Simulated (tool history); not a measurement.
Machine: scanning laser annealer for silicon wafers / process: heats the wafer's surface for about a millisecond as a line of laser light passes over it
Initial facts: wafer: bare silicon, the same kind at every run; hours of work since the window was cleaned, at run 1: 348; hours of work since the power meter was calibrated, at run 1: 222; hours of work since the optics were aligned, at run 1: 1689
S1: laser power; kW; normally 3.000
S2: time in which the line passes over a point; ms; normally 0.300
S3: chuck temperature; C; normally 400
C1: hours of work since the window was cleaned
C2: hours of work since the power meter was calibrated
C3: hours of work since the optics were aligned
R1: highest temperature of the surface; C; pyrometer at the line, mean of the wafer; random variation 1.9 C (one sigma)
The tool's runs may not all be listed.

| run | hour | S1 | S2 | S3 | C1 | C2 | C3 | R1 |
|---|---|---|---|---|---|---|---|---|
| 1 | 0.0 | 3.000 | 0.300 | 400 | 348 | 222 | 1689 | 1200 |
| 2 | 9.2 | 3.000 | 0.300 | 400 | 354 | 228 | 1695 | 1196 |
| 3 | 13.7 | 3.000 | 0.300 | 400 | 356 | 231 | 1698 | 1201 |
| 4 | 20.8 | 3.000 | 0.300 | 400 | 361 | 235 | 1702 | 1193 |
| 5 | 29.5 | 3.000 | 0.300 | 400 | 366 | 241 | 1707 | 1193 |
| 6 | 33.8 | 3.000 | 0.300 | 400 | 369 | 243 | 1710 | 1193 |
| 7 | 39.4 | 3.000 | 0.300 | 400 | 372 | 247 | 1714 | 1191 |
| 8 | 49.2 | 3.000 | 0.274 | 400 | 378 | 253 | 1720 | 1163 |
| 9 | 58.4 | 3.000 | 0.300 | 412 | 384 | 258 | 1725 | 1204 |
| 10 | 65.8 | 3.000 | 0.300 | 412 | 388 | 263 | 1730 | 1205 |
| 11 | 71.9 | 3.133 | 0.300 | 400 | 392 | 267 | 1734 | 1241 |
| 12 | 77.1 | 3.133 | 0.300 | 400 | 395 | 270 | 1737 | 1242 |
| 13 | 81.8 | 3.000 | 0.300 | 400 | 398 | 273 | 1740 | 1190 |
| 14 | 88.1 | 2.864 | 0.300 | 400 | 402 | 277 | 1744 | 1147 |
| 15 | 97.2 | 2.864 | 0.334 | 400 | 408 | 282 | 1749 | 1186 |
| 16 | 104.4 | 2.864 | 0.339 | 440 | 412 | 287 | 1754 | 1226 |
| 17 | 114.4 | 2.864 | 0.339 | 440 | 418 | 293 | 1760 | 1227 |
| 18 | 118.6 | 2.603 | 0.223 | 426 | 421 | 295 | 1762 | 1001 |
| 19 | 125.8 | 2.603 | 0.223 | 426 | 425 | 300 | 1767 | 1004 |
| 20 | 135.9 | 2.632 | 0.223 | 426 | 432 | 306 | 1773 | 1007 |
| 21 | 145.9 | 2.632 | 0.223 | 426 | 438 | 312 | 1779 | 1007 |
| 22 | 150.1 | 3.209 | 0.303 | 400 | 440 | 315 | 1782 | 1267 |
| 23 | 160.0 | 2.676 | 0.257 | 376 | 446 | 321 | 1788 | 1008 |
| 24 | 165.6 | 3.131 | 0.248 | 400 | 450 | 324 | 1791 | 1166 |
| 25 | 173.3 | 3.131 | 0.248 | 400 | 455 | 329 | 1796 | 1164 |

Forecast run 26:
| 26 | 178.8 | 3.131 | 0.248 | 367 | 458 | 333 | 1799 | ? |

R1: 1132 C
With no hidden state in the tool, this same run would have given R1 1168 C.

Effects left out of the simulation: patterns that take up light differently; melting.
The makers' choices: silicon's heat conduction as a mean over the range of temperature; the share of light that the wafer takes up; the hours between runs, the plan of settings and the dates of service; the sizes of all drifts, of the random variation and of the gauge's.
